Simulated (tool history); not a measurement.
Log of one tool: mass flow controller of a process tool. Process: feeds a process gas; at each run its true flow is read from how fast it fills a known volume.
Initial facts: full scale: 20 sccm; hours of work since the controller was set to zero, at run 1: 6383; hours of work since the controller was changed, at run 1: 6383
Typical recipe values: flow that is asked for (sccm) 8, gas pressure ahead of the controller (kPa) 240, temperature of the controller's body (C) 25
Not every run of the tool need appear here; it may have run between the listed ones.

| run | hour | flow that is asked for (sccm) | gas pressure ahead of the controller (kPa) | temperature of the controller's body (C) | hours of work since the controller was set to zero | hours of work since the controller was changed | true flow (%) |
|---|---|---|---|---|---|---|---|
| 1 | 0 | 8 | 240 | 25 | 6383 | 6383 | 98.76 |
| 2 | 293.2 | 8 | 240 | 25 | 6583 | 6583 | 98.84 |
| 3 | 685.5 | 8 | 240 | 25 | 6851 | 6851 | 98.57 |
| 4 | 1105.2 | 8 | 240 | 25 | 7137 | 7137 | 98.6 |
| 5 | 1318 | 8 | 240 | 25 | 7283 | 7283 | 98.54 |
| 6 | 1512.8 | 8 | 240 | 25 | 7416 | 7416 | 98.39 |
|  | 1531.4 | controller's zero set anew |
| 7 | 1708.8 | 8 | 240 | 25 | 121 | 7549 | 98.25 |
| 8 | 1926.9 | 8 | 220 | 36 | 270 | 7698 | 99.83 |
| 9 | 2235.5 | 8 | 220 | 36 | 481 | 7909 | 99.55 |
| 10 | 2453 | 3 | 251 | 23 | 629 | 8057 | 97.57 |
| 11 | 2626.5 | 8 | 253 | 24 | 748 | 8176 | 98.05 |
| 12 | 2798.9 | 5 | 240 | 25 | 865 | 8293 | 97.84 |
| 13 | 3209.8 | 5 | 223 | 29 | 1146 | 8574 | 98.29 |
| 14 | 3566.8 | 5 | 223 | 29 | 1390 | 8818 | 98.23 |

Table of differences, measured result less the result of that run with no hidden state. Run-to-run variation is the same in both. Gauge scatter possibly is not:
The tool's hidden condition here consists of: flow at rest that the sensor doesn't see, % of full scale; true flow over the shown one, %; drift of the gauge itself on true_pct, %.
| run | true flow (%) |
|---|---|
| 1 | +0.01 |
| 2 | -0.05 |
| 3 | -0.15 |
| 4 | -0.25 |
| 5 | -0.3 |
| 6 | -0.34 |
| 7 | -0.41 |
| 8 | -0.47 |
| 9 | -0.54 |
| 10 | -0.57 |
| 11 | -0.63 |
| 12 | -0.66 |
| 13 | -0.76 |
| 14 | -0.85 |
